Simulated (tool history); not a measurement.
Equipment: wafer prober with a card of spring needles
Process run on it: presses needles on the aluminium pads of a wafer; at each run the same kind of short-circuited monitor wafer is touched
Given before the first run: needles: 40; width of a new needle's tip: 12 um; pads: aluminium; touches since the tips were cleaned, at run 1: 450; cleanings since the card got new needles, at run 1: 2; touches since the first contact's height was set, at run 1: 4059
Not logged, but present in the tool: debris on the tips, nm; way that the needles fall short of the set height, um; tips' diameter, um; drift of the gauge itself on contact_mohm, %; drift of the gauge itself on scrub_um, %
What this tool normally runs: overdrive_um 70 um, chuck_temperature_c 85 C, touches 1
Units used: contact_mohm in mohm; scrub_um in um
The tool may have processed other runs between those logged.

run	hour	overdrive_um	chuck_temperature_c	touches	touches since the tips were cleaned	cleanings since the card got new needles	touches since the first contact's height was set	contact_mohm	scrub_um
1	0	70	85	1	450	2	4059	124	17.63
# hour 5.6: tips cleaned on abrasive film
# hour 13.5: tips cleaned on abrasive film
2	13.6	70	85	2	26	4	6999	124	17.61
# hour 21.3: tips cleaned on abrasive film
# hour 28.7: tips cleaned on abrasive film
3	28.7	70	85	1	0	6	10277	124	17.72
# hour 36.1: tips cleaned on abrasive film
4	42.2	70	85	1	1330	7	13222	123	17.55
# hour 43.4: tips cleaned on abrasive film
# hour 50.8: tips cleaned on abrasive film
5	51.4	70	85	1	130	9	15195	124	17.53
# hour 58.6: tips cleaned on abrasive film
6	65.5	70	85	1	1515	10	18284	124	17.49
# hour 66.6: tips cleaned on abrasive film
# hour 74.7: tips cleaned on abrasive film
7	78.5	70	85	1	844	12	21089	121	17.62
# hour 82: tips cleaned on abrasive film
# hour 89.6: tips cleaned on abrasive film
8	93.3	70	85	1	798	14	24289	125	17.48
# hour 97.1: tips cleaned on abrasive film
# hour 104.7: tips cleaned on abrasive film
9	106	70	85	1	286	16	27051	125	17.61
# hour 113: tips cleaned on abrasive film
10	113.9	70	85	1	195	17	28746	124	17.43
# hour 120.4: tips cleaned on abrasive film
# hour 128.4: tips cleaned on abrasive film
11	128.4	70	85	1	0	19	31887	126	17.42
# hour 135.8: tips cleaned on abrasive film
12	141.6	74	77	1	1274	20	34774	119	18.42
# hour 143.4: tips cleaned on abrasive film
# hour 151.6: tips cleaned on abrasive film
13	155	51	115	1	731	22	37666	128	12.71
# hour 159.6: tips cleaned on abrasive film
# hour 167.3: tips cleaned on abrasive film
14	168.4	51	115	1	247	24	40577	130	12.74
# hour 175.4: tips cleaned on abrasive film
15	177.2	51	115	1	401	25	42488	128	12.71
# hour 183.2: tips cleaned on abrasive film
# hour 190.9: tips cleaned on abrasive film
16	191.9	75	81	2	224	27	45684	122	18.6
# hour 198.9: tips cleaned on abrasive film
17	198.9	70	26	2	0	28	47183	114	17.38
# hour 206.8: tips cleaned on abrasive film
18	208.5	62	98	1	358	29	49270	129	15.41
# hour 214.2: tips cleaned on abrasive film
19	220.6	78	108	1	1403	30	51917	127	19.34
# hour 221.6: tips cleaned on abrasive film
# hour 229.3: tips cleaned on abrasive film
20	229.5	78	38	1	33	32	53819	116	19.22

Predict each of these 4 candidate next runs independently; none follows another, all start after run 20:
# hour 236.9: tips cleaned on abrasive film
A	242.3	55	38	1	1171	33	56607	?	?
# hour 236.9: tips cleaned on abrasive film
B	242.3	71	52	2	1171	33	56607	?	?
# hour 236.9: tips cleaned on abrasive film
C	242.3	70	85	1	1171	33	56607	?	?
# hour 236.9: tips cleaned on abrasive film
D	242.3	58	26	2	1171	33	56607	?	?

run	contact_mohm	scrub_um
A	116	13.56
B	116	17.51
C	123	17.36
D	116	14.32
Without the tool's unlogged condition, the same runs would have read:
run	contact_mohm	scrub_um
A	116	13.84
B	116	17.86
C	123	17.71
D	116	14.62
